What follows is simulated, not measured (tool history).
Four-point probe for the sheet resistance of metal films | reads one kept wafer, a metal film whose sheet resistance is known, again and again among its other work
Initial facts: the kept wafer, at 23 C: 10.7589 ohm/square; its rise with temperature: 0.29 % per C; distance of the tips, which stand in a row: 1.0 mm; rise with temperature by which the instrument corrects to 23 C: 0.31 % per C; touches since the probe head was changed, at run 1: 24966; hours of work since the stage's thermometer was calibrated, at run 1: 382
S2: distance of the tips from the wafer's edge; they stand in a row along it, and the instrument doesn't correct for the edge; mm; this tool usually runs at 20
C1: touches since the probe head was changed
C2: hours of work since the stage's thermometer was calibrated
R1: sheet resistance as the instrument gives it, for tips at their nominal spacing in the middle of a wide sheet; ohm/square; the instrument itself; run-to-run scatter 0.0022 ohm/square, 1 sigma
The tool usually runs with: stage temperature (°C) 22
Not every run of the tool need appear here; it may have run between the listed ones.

run 1 hour=0.0 | stage_temperature_(°C)=22 S2=20 | C1=24966 C2=382 | R1=10.801108
run 2 hour=20.7 | stage_temperature_(°C)=22 S2=20 | C1=25396 C2=391 | R1=10.799352
run 3 hour=37.9 | stage_temperature_(°C)=22 S2=20 | C1=25753 C2=399 | R1=10.801947
run 4 hour=56.7 | stage_temperature_(°C)=22 S2=20 | C1=26141 C2=407 | R1=10.798639
run 5 hour=74.7 | stage_temperature_(°C)=22 S2=20 | C1=26515 C2=415 | R1=10.801334
run 6 hour=85.6 | stage_temperature_(°C)=22 S2=20 | C1=26742 C2=420 | R1=10.801598
run 7 hour=98.6 | stage_temperature_(°C)=22 S2=20 | C1=27012 C2=426 | R1=10.801944
run 8 hour=120.8 | stage_temperature_(°C)=22 S2=20 | C1=27472 C2=436 | R1=10.799897
run 9 hour=140.4 | stage_temperature_(°C)=22 S2=20 | C1=27878 C2=445 | R1=10.800928
run 10 hour=156.6 | stage_temperature_(°C)=22 S2=20 | C1=28214 C2=452 | R1=10.802977
run 11 hour=167.9 | stage_temperature_(°C)=22 S2=20 | C1=28448 C2=458 | R1=10.801158
run 12 hour=188.0 | stage_temperature_(°C)=32 S2=20 | C1=28866 C2=467 | R1=10.785864
run 13 hour=205.6 | stage_temperature_(°C)=32 S2=20 | C1=29229 C2=475 | R1=10.787680
run 14 hour=221.7 | stage_temperature_(°C)=19 S2=13 | C1=29565 C2=482 | R1=10.829266
run 15 hour=245.7 | stage_temperature_(°C)=31 S2=37 | C1=30061 C2=493 | R1=10.780574
run 16 hour=260.4 | stage_temperature_(°C)=23 S2=20 | C1=30366 C2=499 | R1=10.802457
run 17 hour=280.3 | stage_temperature_(°C)=29 S2=56 | C1=30780 C2=508 | R1=10.778672
run 18 hour=292.2 | stage_temperature_(°C)=22 S2=20 | C1=31027 C2=514 | R1=10.806029
run 19 hour=303.1 | stage_temperature_(°C)=22 S2=5 | C1=31252 C2=519 | R1=11.017252
run 20 hour=325.5 | stage_temperature_(°C)=26 S2=73 | C1=31717 C2=529 | R1=10.787983
run 21 hour=346.4 | stage_temperature_(°C)=26 S2=73 | C1=32151 C2=538 | R1=10.786145
run 22 hour=357.7 | stage_temperature_(°C)=26 S2=73 | C1=32385 C2=543 | R1=10.785871
run 23 hour=381.5 | stage_temperature_(°C)=29 S2=7 | C1=32879 C2=554 | R1=10.900032

Forecast each of these 4 alternatives for the next run:
run A hour=402.2 | stage_temperature_(°C)=25 S2=4 | C1=33308 C2=564 | R1=?
run B hour=402.2 | stage_temperature_(°C)=28 S2=8 | C1=33308 C2=564 | R1=?
run C hour=402.2 | stage_temperature_(°C)=23 S2=24 | C1=33308 C2=564 | R1=?
run D hour=402.2 | stage_temperature_(°C)=22 S2=26 | C1=33308 C2=564 | R1=?

run=A R1=11.140477
run=B R1=10.872119
run=C R1=10.801681
run=D R1=10.802176
With no hidden state in the tool, these same runs would have given:
run=A R1=11.106854
run=B R1=10.839312
run=C R1=10.768975
run=D R1=10.769449
